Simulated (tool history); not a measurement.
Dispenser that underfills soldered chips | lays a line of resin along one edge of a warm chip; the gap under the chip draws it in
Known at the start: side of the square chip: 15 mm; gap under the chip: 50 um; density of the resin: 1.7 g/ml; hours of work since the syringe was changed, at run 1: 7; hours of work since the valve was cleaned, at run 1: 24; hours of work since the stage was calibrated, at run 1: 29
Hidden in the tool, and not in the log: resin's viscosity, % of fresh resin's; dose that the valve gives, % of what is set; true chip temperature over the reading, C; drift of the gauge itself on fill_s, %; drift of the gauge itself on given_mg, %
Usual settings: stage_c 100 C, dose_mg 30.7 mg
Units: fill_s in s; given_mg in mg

run,day,stage_c,dose_mg,hours of work since the syringe was changed,hours of work since the valve was cleaned,hours of work since the stage was calibrated,fill_s,given_mg
1,0.000,100,30.7,7,24,29,213.8,30.28
# day 0.196: new syringe of resin
2,0.404,100,30.7,3,31,36,158.6,30.26
3,0.758,100,29.3,9,37,42,262.0,28.74
# day 0.838: new syringe of resin
4,1.133,100,29.3,5,43,48,177.6,28.70
5,1.317,100,29.3,8,46,51,233.1,28.55
# day 1.446: new syringe of resin
6,1.667,100,29.3,4,51,56,165.4,28.67
7,1.875,100,30.7,7,55,60,219.8,30.02
# day 2.067: new syringe of resin
8,2.138,100,30.7,1,59,64,132.5,30.08
9,2.450,100,30.7,6,64,69,208.5,29.99
# day 2.675: new syringe of resin
10,2.758,100,30.7,1,69,74,131.5,30.06
11,3.108,102,30.9,7,75,80,203.0,29.99
# day 3.292: new syringe of resin
12,3.300,86,30.5,0,78,83,204.6,29.44
# day 3.404: dispensing valve cleaned and set on the balance
13,3.671,100,38.5,6,4,88,190.5,38.59

3 ways to go on from here, each from the tool as it stands after run 13. What would each give?
# day 3.958: new syringe of resin
A,4.012,100,38.5,1,10,94,?,?
# day 3.958: new syringe of resin
B,4.012,107,29.3,1,10,94,?,?
# day 3.958: new syringe of resin
C,4.012,90,38.5,1,10,94,?,?

run,fill_s,given_mg
A,124.8,38.16
B,99.6,29.21
C,184.9,38.31
Without the tool's hidden state the same runs would have given:
run,fill_s,given_mg
A,115.1,38.23
B,91.9,29.27
C,170.4,38.38

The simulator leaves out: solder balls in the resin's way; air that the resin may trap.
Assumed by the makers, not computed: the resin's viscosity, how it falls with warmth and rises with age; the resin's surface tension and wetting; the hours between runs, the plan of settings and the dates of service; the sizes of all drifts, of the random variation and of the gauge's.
